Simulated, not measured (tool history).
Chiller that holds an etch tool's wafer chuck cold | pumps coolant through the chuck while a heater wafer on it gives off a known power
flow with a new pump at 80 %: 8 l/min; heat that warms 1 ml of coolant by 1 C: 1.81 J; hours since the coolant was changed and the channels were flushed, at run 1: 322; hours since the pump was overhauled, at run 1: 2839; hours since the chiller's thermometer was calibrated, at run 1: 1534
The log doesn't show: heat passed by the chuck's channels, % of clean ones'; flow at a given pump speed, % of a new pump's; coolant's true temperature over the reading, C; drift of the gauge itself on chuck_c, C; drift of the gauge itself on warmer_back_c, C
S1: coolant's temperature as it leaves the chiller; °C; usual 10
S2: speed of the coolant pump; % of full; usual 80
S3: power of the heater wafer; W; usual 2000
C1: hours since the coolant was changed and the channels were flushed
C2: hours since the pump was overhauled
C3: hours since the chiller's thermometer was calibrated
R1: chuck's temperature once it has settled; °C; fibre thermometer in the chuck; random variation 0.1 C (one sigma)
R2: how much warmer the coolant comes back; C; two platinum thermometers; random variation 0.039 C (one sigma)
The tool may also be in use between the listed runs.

run 1 hour=0.0 | S1=10 S2=80 S3=2000 | C1=322 C2=2839 C3=1534 | R1=26.8 R2=8.59
run 2 hour=118.6 | S1=10 S2=80 S3=2000 | C1=441 C2=2957 C3=1653 | R1=27.0 R2=8.68
run 3 hour=204.9 | S1=12 S2=80 S3=2000 | C1=527 C2=3043 C3=1739 | R1=28.8 R2=8.60
run 4 hour=310.7 | S1=12 S2=80 S3=2000 | C1=633 C2=3149 C3=1845 | R1=29.1 R2=8.57
run 5 hour=401.1 | S1=12 S2=80 S3=2000 | C1=724 C2=3240 C3=1935 | R1=29.0 R2=8.65
run 6 hour=511.3 | S1=12 S2=80 S3=2000 | C1=834 C2=3350 C3=2045 | R1=29.2 R2=8.62
run 7 hour=589.1 | S1=12 S2=80 S3=2000 | C1=912 C2=3428 C3=2123 | R1=29.1 R2=8.71
run 8 hour=690.6 | S1=12 S2=80 S3=2000 | C1=1013 C2=3529 C3=2225 | R1=29.2 R2=8.66
run 9 hour=847.5 | S1=12 S2=80 S3=2000 | C1=1170 C2=3686 C3=2382 | R1=29.4 R2=8.68
run 10 hour=915.7 | S1=12 S2=80 S3=2000 | C1=1238 C2=3754 C3=2450 | R1=29.2 R2=8.73
run 11 hour=1072.7 | S1=10 S2=80 S3=2000 | C1=1395 C2=3911 C3=2607 | R1=27.4 R2=8.70
run 12 hour=1198.1 | S1=10 S2=80 S3=2000 | C1=1521 C2=4037 C3=2732 | R1=27.5 R2=8.75
run 13 hour=1359.4 | S1=8 S2=80 S3=2000 | C1=1682 C2=4198 C3=2894 | R1=25.4 R2=8.71
-- hour=1371.4 chiller's thermometer calibrated
run 14 hour=1441.4 | S1=8 S2=80 S3=2000 | C1=1763 C2=4279 C3=70 | R1=25.9 R2=8.71
run 15 hour=1581.2 | S1=10 S2=80 S3=2116 | C1=1903 C2=4419 C3=210 | R1=28.8 R2=9.28
run 16 hour=1703.5 | S1=10 S2=80 S3=2116 | C1=2025 C2=4541 C3=332 | R1=28.9 R2=9.28
run 17 hour=1813.1 | S1=10 S2=80 S3=2116 | C1=2135 C2=4651 C3=442 | R1=29.0 R2=9.26
-- hour=1851.3 chiller's thermometer calibrated, once more
run 18 hour=1976.6 | S1=11 S2=84 S3=1507 | C1=2297 C2=4813 C3=125 | R1=23.8 R2=6.38
run 19 hour=2095.2 | S1=1 S2=95 S3=2000 | C1=2416 C2=4932 C3=244 | R1=16.1 R2=7.53
run 20 hour=2214.6 | S1=17 S2=79 S3=1163 | C1=2535 C2=5051 C3=363 | R1=27.1 R2=5.20
run 21 hour=2323.2 | S1=19 S2=96 S3=1160 | C1=2644 C2=5160 C3=472 | R1=27.8 R2=4.28
run 22 hour=2474.5 | S1=10 S2=67 S3=2000 | C1=2795 C2=5311 C3=623 | R1=30.5 R2=10.54
run 23 hour=2583.2 | S1=9 S2=62 S3=1385 | C1=2904 C2=5420 C3=732 | R1=24.3 R2=7.80
run 24 hour=2705.7 | S1=9 S2=62 S3=1385 | C1=3026 C2=5542 C3=854 | R1=24.5 R2=7.87
run 25 hour=2799.9 | S1=18 S2=74 S3=2361 | C1=3120 C2=5636 C3=949 | R1=40.6 R2=11.44
run 26 hour=2883.7 | S1=10 S2=66 S3=2963 | C1=3204 C2=5720 C3=1032 | R1=40.7 R2=15.87
run 27 hour=2984.6 | S1=15 S2=80 S3=2000 | C1=3305 C2=5821 C3=1133 | R1=33.0 R2=8.92
run 28 hour=3095.3 | S1=15 S2=80 S3=2000 | C1=3416 C2=5932 C3=1244 | R1=33.2 R2=8.98
run 29 hour=3194.8 | S1=6 S2=80 S3=2000 | C1=3515 C2=6031 C3=1343 | R1=24.1 R2=8.96
run 30 hour=3291.4 | S1=3 S2=74 S3=1182 | C1=3612 C2=6128 C3=1440 | R1=14.6 R2=5.73
run 31 hour=3372.2 | S1=7 S2=63 S3=1855 | C1=3693 C2=6209 C3=1521 | R1=27.5 R2=10.50
run 32 hour=3477.1 | S1=7 S2=63 S3=1855 | C1=3798 C2=6314 C3=1626 | R1=27.7 R2=10.48

3 ways to go on from here, each from the tool as it stands after run 32. What would each give?
run A hour=3569.5 | S1=4 S2=61 S3=2000 | C1=3890 C2=6406 C3=1718 | R1=? R2=?
run B hour=3569.5 | S1=7 S2=68 S3=1692 | C1=3890 C2=6406 C3=1718 | R1=? R2=?
run C hour=3569.5 | S1=11 S2=80 S3=2000 | C1=3890 C2=6406 C3=1718 | R1=? R2=?

run=A R1=27.0 R2=11.63
run=B R1=24.7 R2=8.97
run=C R1=29.5 R2=8.98
Without the tool's hidden state the same runs would have given:
run=A R1=24.0 R2=10.72
run=B R1=22.3 R2=8.26
run=C R1=27.0 R2=8.28

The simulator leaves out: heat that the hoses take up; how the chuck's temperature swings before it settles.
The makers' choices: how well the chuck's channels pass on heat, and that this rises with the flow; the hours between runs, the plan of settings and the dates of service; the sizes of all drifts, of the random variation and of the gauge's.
